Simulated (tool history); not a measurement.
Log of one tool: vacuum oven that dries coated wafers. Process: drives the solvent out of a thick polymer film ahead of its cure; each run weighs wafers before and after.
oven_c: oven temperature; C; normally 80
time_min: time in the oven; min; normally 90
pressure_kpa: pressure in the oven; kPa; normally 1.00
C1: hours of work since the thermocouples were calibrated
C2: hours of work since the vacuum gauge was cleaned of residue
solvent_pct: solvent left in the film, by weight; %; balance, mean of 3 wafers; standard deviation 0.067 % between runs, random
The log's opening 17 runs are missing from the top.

Run 18, hour 252.3: usual settings but oven_c 87 C, pressure_kpa 2.21 kPa; C1 801; C2 601. Result: solvent_pct 3.42 %.
Run 19, hour 267.1: usual settings but oven_c 87 C, pressure_kpa 2.21 kPa; C1 810; C2 610. Result: solvent_pct 3.39 %.
Run 20, hour 281.6: usual settings but oven_c 87 C, pressure_kpa 2.21 kPa; C1 819; C2 619. Result: solvent_pct 3.32 %.
Run 21, hour 297.6: usual settings but oven_c 87 C, pressure_kpa 2.21 kPa; C1 829; C2 629. Result: solvent_pct 3.33 %.
Run 22, hour 306.5: usual settings but oven_c 87 C, pressure_kpa 2.21 kPa; C1 835; C2 634. Result: solvent_pct 3.45 %.
Run 23, hour 316.8: usual settings but oven_c 87 C, time_min 140 min, pressure_kpa 2.21 kPa; C1 841; C2 641. Result: solvent_pct 2.32 %.
Run 24, hour 327.9: usual settings but oven_c 74 C, time_min 144 min, pressure_kpa 1.06 kPa; C1 848; C2 648. Result: solvent_pct 5.49 %.
Run 25, hour 346.0: usual settings but oven_c 79 C, time_min 161 min, pressure_kpa 0.67 kPa; C1 859; C2 659. Result: solvent_pct 2.57 %.
Run 26, hour 365.2: usual settings but oven_c 88 C, time_min 161 min, pressure_kpa 0.97 kPa; C1 871; C2 671. Result: solvent_pct 1.01 %.
Run 27, hour 376.2: usual settings but oven_c 69 C, time_min 46 min, pressure_kpa 2.63 kPa; C1 878; C2 678. Result: solvent_pct 13.64 %.
At hour 378.9: vacuum gauge cleaned of residue and calibrated.
Run 28, hour 397.4: usual settings but oven_c 68 C, time_min 46 min, pressure_kpa 2.29 kPa; C1 891; C2 12. Result: solvent_pct 13.61 %.
Run 29, hour 408.6: usual settings but oven_c 94 C, time_min 46 min, pressure_kpa 2.53 kPa; C1 898; C2 19. Result: solvent_pct 3.92 %.
Run 30, hour 428.7: usual settings but oven_c 94 C, time_min 134 min, pressure_kpa 1.07 kPa; C1 910; C2 31. Result: solvent_pct 0.81 %.
At hour 444.2: vacuum gauge cleaned of residue and calibrated, once more.
Run 31, hour 450.2: usual settings but oven_c 94 C, time_min 134 min, pressure_kpa 1.07 kPa; C1 923; C2 4. Result: solvent_pct 0.75 %.
Run 32, hour 464.3: usual settings but time_min 154 min; C1 931; C2 13. Result: solvent_pct 2.73 %.
Run 33, hour 479.4: usual settings but oven_c 91 C, time_min 81 min; C1 941; C2 22. Result: solvent_pct 1.81 %.
Run 34, hour 494.4: usual settings but oven_c 91 C, time_min 119 min; C1 950; C2 31. Result: solvent_pct 1.02 %.
Run 35, hour 513.8: usual settings but oven_c 91 C, time_min 119 min; C1 962; C2 43. Result: solvent_pct 0.97 %.
Run 36, hour 533.9: usual settings but oven_c 91 C, time_min 119 min; C1 975; C2 56. Result: solvent_pct 1.04 %.
Run 37, hour 545.5: usual settings but time_min 154 min, pressure_kpa 1.05 kPa; C1 982; C2 63. Result: solvent_pct 2.80 %.
Run 38, hour 561.1: usual settings but time_min 154 min, pressure_kpa 3.36 kPa; C1 992; C2 73. Result: solvent_pct 5.11 %.
Run 39, hour 578.2: usual settings but time_min 154 min, pressure_kpa 3.36 kPa; C1 1003; C2 84. Result: solvent_pct 4.99 %.
Run 40, hour 599.2: usual settings but oven_c 93 C, time_min 108 min, pressure_kpa 2.64 kPa; C1 1016; C2 97. Result: solvent_pct 1.80 %.
Run 41, hour 616.3: usual settings but oven_c 93 C, time_min 108 min, pressure_kpa 2.64 kPa; C1 1026; C2 107. Result: solvent_pct 1.86 %.

Branching from run 41: 4 alternative next runs. What would each branch give?
Run A, hour 626.0: usual settings but oven_c 66 C, time_min 65 min; C1 1032; C2 114. Result: solvent_pct ?.
Run B, hour 626.0: usual settings but oven_c 79 C, time_min 75 min, pressure_kpa 3.29 kPa; C1 1032; C2 114. Result: solvent_pct ?.
Run C, hour 626.0: usual settings but oven_c 93 C, time_min 108 min, pressure_kpa 3.18 kPa; C1 1032; C2 114. Result: solvent_pct ?.
Run D, hour 626.0: usual settings but time_min 48 min, pressure_kpa 1.50 kPa; C1 1032; C2 114. Result: solvent_pct ?.

run  solvent_pct
  A        12.18
  B         8.32
  C         2.19
  D         8.99
The same runs, with their run-to-run variation unchanged, on a tool lacking any hidden condition would have given:
run  solvent_pct
  A        11.50
  B         7.35
  C         1.89
  D         8.08
